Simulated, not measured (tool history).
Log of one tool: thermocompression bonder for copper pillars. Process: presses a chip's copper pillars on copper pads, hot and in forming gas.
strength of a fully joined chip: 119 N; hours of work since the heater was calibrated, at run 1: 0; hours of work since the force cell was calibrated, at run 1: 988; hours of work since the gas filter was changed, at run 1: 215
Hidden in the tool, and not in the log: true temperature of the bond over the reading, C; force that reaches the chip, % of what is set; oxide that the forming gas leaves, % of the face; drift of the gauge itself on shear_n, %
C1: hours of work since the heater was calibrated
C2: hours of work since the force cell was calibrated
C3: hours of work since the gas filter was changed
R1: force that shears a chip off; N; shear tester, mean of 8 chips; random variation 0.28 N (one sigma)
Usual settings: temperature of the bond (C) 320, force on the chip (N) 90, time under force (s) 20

Run 1, hour 0: usual settings; C1 0; C2 988; C3 215. Result: R1 53.1 N.
Run 2, hour 26.9: usual settings; C1 21; C2 1009; C3 236. Result: R1 52.6 N.
Run 3, hour 62.3: usual settings; C1 49; C2 1037; C3 264. Result: R1 52.5 N.
Run 4, hour 105.1: usual settings; C1 83; C2 1071; C3 298. Result: R1 51.9 N.
Run 5, hour 128.3: usual settings; C1 102; C2 1090; C3 317. Result: R1 52.4 N.
At hour 150.4: forming gas filter changed.
Run 6, hour 153.3: usual settings; C1 121; C2 1109; C3 2. Result: R1 53.5 N.
Run 7, hour 196.2: usual settings; C1 155; C2 1143; C3 36. Result: R1 52.6 N.
Run 8, hour 236.6: usual settings but force on the chip (N) 75; C1 187; C2 1175; C3 68. Result: R1 46.4 N.
Run 9, hour 288: usual settings but force on the chip (N) 75; C1 228; C2 1216; C3 109. Result: R1 45.9 N.
Run 10, hour 332.6: usual settings but force on the chip (N) 75; C1 263; C2 1251; C3 144. Result: R1 45.6 N.
Run 11, hour 356.2: usual settings but force on the chip (N) 75; C1 282; C2 1269; C3 163. Result: R1 45 N.
Run 12, hour 398.6: usual settings but force on the chip (N) 112; C1 315; C2 1303; C3 196. Result: R1 59.7 N.
Run 13, hour 437.3: usual settings but force on the chip (N) 112; C1 346; C2 1334; C3 227. Result: R1 59.7 N.
Run 14, hour 460.2: usual settings; C1 364; C2 1352; C3 245. Result: R1 51.6 N.
At hour 466.2: heater calibrated with a thermocouple chip.
Run 15, hour 485: usual settings; C1 15; C2 1370; C3 263. Result: R1 50.7 N.
Run 16, hour 510.8: usual settings but force on the chip (N) 91; C1 35; C2 1390; C3 284. Result: R1 50.1 N.
Run 17, hour 541.9: usual settings; C1 60; C2 1415; C3 308. Result: R1 50.6 N.
At hour 571.6: forming gas filter changed.
Run 18, hour 590.1: usual settings but temperature of the bond (C) 317; C1 98; C2 1453; C3 15. Result: R1 49.4 N.
Run 19, hour 626.5: usual settings; C1 126; C2 1481; C3 43. Result: R1 51.2 N.
Run 20, hour 675.7: usual settings but force on the chip (N) 56; C1 165; C2 1520; C3 82. Result: R1 36.2 N.
Run 21, hour 726.9: usual settings but temperature of the bond (C) 317, force on the chip (N) 96, time under force (s) 41; C1 206; C2 1561; C3 123. Result: R1 65.7 N.
Run 22, hour 756: usual settings but temperature of the bond (C) 299, force on the chip (N) 78, time under force (s) 10; C1 229; C2 1584; C3 146. Result: R1 24.2 N.
At hour 771.1: heater calibrated with a thermocouple chip, once more.
Run 23, hour 805.6: usual settings but temperature of the bond (C) 302, force on the chip (N) 66; C1 27; C2 1622; C3 184. Result: R1 32.6 N.
Run 24, hour 829.1: usual settings but time under force (s) 10; C1 46; C2 1640; C3 202. Result: R1 40.9 N.
Run 25, hour 864.7: usual settings but time under force (s) 10; C1 74; C2 1668; C3 230. Result: R1 40.5 N.
Run 26, hour 916.3: usual settings but time under force (s) 10; C1 115; C2 1709; C3 271. Result: R1 40.4 N.
Run 27, hour 938.3: usual settings but time under force (s) 10; C1 132; C2 1727; C3 289. Result: R1 40.5 N.
Run 28, hour 980.8: usual settings but temperature of the bond (C) 301, time under force (s) 31; C1 166; C2 1760; C3 322. Result: R1 47.2 N.
At hour 992.7: force cell calibrated.
At hour 996.2: forming gas filter changed.
Run 29, hour 1026.4: usual settings but temperature of the bond (C) 301, force on the chip (N) 112, time under force (s) 14; C1 201; C2 26; C3 24. Result: R1 39.3 N.
Run 30, hour 1055: usual settings but force on the chip (N) 60; C1 223; C2 49; C3 47. Result: R1 37.9 N.
Run 31, hour 1104: usual settings but force on the chip (N) 54, time under force (s) 19; C1 262; C2 88; C3 85. Result: R1 33.9 N.
Run 32, hour 1150.3: usual settings but force on the chip (N) 54, time under force (s) 19; C1 299; C2 124; C3 122. Result: R1 33.7 N.
Run 33, hour 1200.9: usual settings but force on the chip (N) 84, time under force (s) 42; C1 339; C2 164; C3 162. Result: R1 62.1 N.
Run 34, hour 1238: usual settings but temperature of the bond (C) 298, force on the chip (N) 83, time under force (s) 46; C1 368; C2 194; C3 191. Result: R1 46.6 N.
Run 35, hour 1276: usual settings but temperature of the bond (C) 315, force on the chip (N) 63, time under force (s) 12; C1 398; C2 224; C3 221. Result: R1 28 N.
Run 36, hour 1302.6: usual settings but temperature of the bond (C) 315, force on the chip (N) 63, time under force (s) 12; C1 419; C2 245; C3 242. Result: R1 28.4 N.
Run 37, hour 1327.2: usual settings but temperature of the bond (C) 301, force on the chip (N) 66, time under force (s) 19; C1 439; C2 264; C3 262. Result: R1 28 N.
Run 38, hour 1371.1: usual settings but temperature of the bond (C) 306, force on the chip (N) 102, time under force (s) 15; C1 473; C2 299; C3 297. Result: R1 38.8 N.
Run 39, hour 1410.1: usual settings but temperature of the bond (C) 307, force on the chip (N) 108, time under force (s) 28; C1 504; C2 330; C3 328. Result: R1 51.9 N.

Forecast each of these 4 alternatives for the next run:
At hour 1418.5: forming gas filter changed.
Run A, hour 1457.4: usual settings but time under force (s) 15; C1 541; C2 367; C3 31. Result: R1 ?.
At hour 1418.5: forming gas filter changed.
Run B, hour 1457.4: usual settings but temperature of the bond (C) 330, force on the chip (N) 108, time under force (s) 28; C1 541; C2 367; C3 31. Result: R1 ?.
At hour 1418.5: forming gas filter changed.
Run C, hour 1457.4: usual settings but time under force (s) 54; C1 541; C2 367; C3 31. Result: R1 ?.
At hour 1418.5: forming gas filter changed.
Run D, hour 1457.4: usual settings but temperature of the bond (C) 342, force on the chip (N) 92, time under force (s) 28; C1 541; C2 367; C3 31. Result: R1 ?.

run    R1
  A  44.6
  B  71.1
  C  70.2
  D    74
Without the tool's hidden state the same runs would have given:
run    R1
  A  46.8
  B  73.8
  C    73
  D  76.6
